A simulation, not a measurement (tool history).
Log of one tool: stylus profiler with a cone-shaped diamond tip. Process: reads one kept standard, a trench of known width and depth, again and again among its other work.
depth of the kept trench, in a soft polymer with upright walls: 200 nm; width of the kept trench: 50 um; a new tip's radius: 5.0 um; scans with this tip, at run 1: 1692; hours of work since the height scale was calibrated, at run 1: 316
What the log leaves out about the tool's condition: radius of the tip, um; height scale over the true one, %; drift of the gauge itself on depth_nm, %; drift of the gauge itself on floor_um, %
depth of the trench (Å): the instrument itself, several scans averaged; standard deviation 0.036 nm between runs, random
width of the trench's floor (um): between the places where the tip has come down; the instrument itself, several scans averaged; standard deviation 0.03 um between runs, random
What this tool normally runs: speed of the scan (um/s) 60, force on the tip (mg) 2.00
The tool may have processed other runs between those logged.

run    hour  speed of the scan (um/s)  force on the tip (mg)  scans with this tip  hours of work since the height scale was calibrated  depth of the trench (Å)  width of the trench's floor (um)
  1     0.0                        60                   2.00                 1692                                                  316                   2014.2                             46.69
  2    49.6                        60                   2.00                 1866                                                  349                   2013.9                             46.68
  3   103.3                        60                   2.00                 2054                                                  384                   2014.1                             46.62
  4   147.8                        60                   2.00                 2210                                                  413                   2013.2                             46.66
  5   197.2                        60                   2.00                 2383                                                  445                   2013.1                             46.67
  6   272.9                        60                   2.00                 2648                                                  495                   2012.8                             46.61
  7   344.0                        60                   2.00                 2896                                                  541                   2012.6                             46.57
  8   435.4                        60                   2.00                 3217                                                  601                   2011.3                             46.60
  9   493.5                        60                   2.00                 3420                                                  639                   2011.8                             46.55
 10   550.2                        60                   2.00                 3618                                                  676                   2011.7                             46.51
 11   602.4                        60                   2.00                 3801                                                  710                   2011.9                             46.53
 12   673.2                        60                   2.00                 4049                                                  757                   2011.8                             46.54
 13   724.9                       151                   2.00                 4230                                                  790                   2010.9                             46.00
 14   774.9                       151                   2.00                 4405                                                  823                   2010.3                             46.02
 15   851.6                        60                   2.00                 4673                                                  873                   2010.5                             46.37
 16   891.4                        60                   1.21                 4813                                                  899                   2006.0                             46.32
 17   946.4                        60                   4.30                 5005                                                  935                   2020.5                             46.53
      983.3  -- height scale calibrated on a step standard
 18   985.0                       205                   4.30                 5139                                                    1                   2018.3                             45.98
 19  1064.0                       205                   4.30                 5415                                                   53                   2018.2                             46.02
 20  1103.5                       205                   4.30                 5554                                                   79                   2018.3                             45.93
 21  1144.9                       205                   4.30                 5698                                                  106                   2018.0                             45.95
 22  1223.7                        60                   2.00                 5974                                                  157                   2005.8                             46.30
 23  1275.5                        60                   2.00                 6156                                                  191                   2006.6                             46.34
 24  1315.5                       201                   0.82                 6296                                                  217                   1999.5                             45.02
 25  1363.1                        34                   2.00                 6462                                                  248                   2005.9                             46.44
 26  1400.6                        34                   2.00                 6593                                                  273                   2006.6                             46.46
     1443.8  -- height scale calibrated on a step standard, once more
 27  1470.2                        37                   0.95                 6835                                                   17                   2007.8                             46.25
 28  1555.6                       104                   2.18                 7134                                                   73                   2014.8                             46.05
 29  1595.7                       142                   2.18                 7275                                                   99                   2015.3                             45.84
 30  1665.2                        24                   2.04                 7518                                                  145                   2013.5                             46.39
 31  1748.8                        17                   3.69                 7811                                                  200                   2020.8                             46.38
 32  1830.6                        17                   3.69                 8097                                                  253                   2020.5                             46.36
 33  1894.0                        60                   3.18                 8319                                                  295                   2018.1                             46.16
 34  1946.9                        55                   2.15                 8504                                                  329                   2013.3                             46.16
 35  2010.1                        21                   2.87                 8726                                                  370                   2016.6                             46.32
 36  2070.3                        53                   1.53                 8937                                                  410                   2009.2                             46.02
 37  2112.3                        48                   1.45                 9084                                                  437                   2008.7                             46.08
 38  2151.6                        48                   1.45                 9221                                                  463                   2008.6                             46.09
 39  2218.6                        48                   1.45                 9455                                                  507                   2008.8                             46.07
 40  2306.9                        48                   1.45                 9765                                                  565                   2008.1                             46.04
 41  2357.4                       134                   2.20                 9941                                                  598                   2011.7                             45.66
 42  2423.7                        67                   5.31                10174                                                  641                   2024.6                             46.14
 43  2495.8                        67                   3.08                10426                                                  688                   2015.1                             45.98
 44  2576.5                        40                   2.10                10708                                                  741                   2010.3                             46.07
 45  2628.3                        60                   1.32                10890                                                  775                   2005.1                             45.84
 46  2686.1                        60                   0.97                11092                                                  813                   2003.0                             45.78

How the hidden state differs across the entries between the runs, from the last listed run before each to the first after it:
In the gap between runs 17 and 18: height scale calibrated on a step standard (hour 983.3)
  radius of the tip, um: 6.91 -> 6.96; height scale over the true one, %: -0.29 -> -0.37
  difference, measured minus the result without the unlogged condition, depth of the trench (Å): -5.9 -> -7.5; width of the trench's floor (um): -0.50 -> -0.51
In the gap between runs 26 and 27: height scale calibrated on a step standard, once more (hour 1443.8)
  radius of the tip, um: 7.46 -> 7.54; height scale over the true one, %: -0.463 -> -0.065
  difference, measured minus the result without the unlogged condition, depth of the trench (Å): -9.4 -> -1.3; width of the trench's floor (um): -0.63 -> -0.65
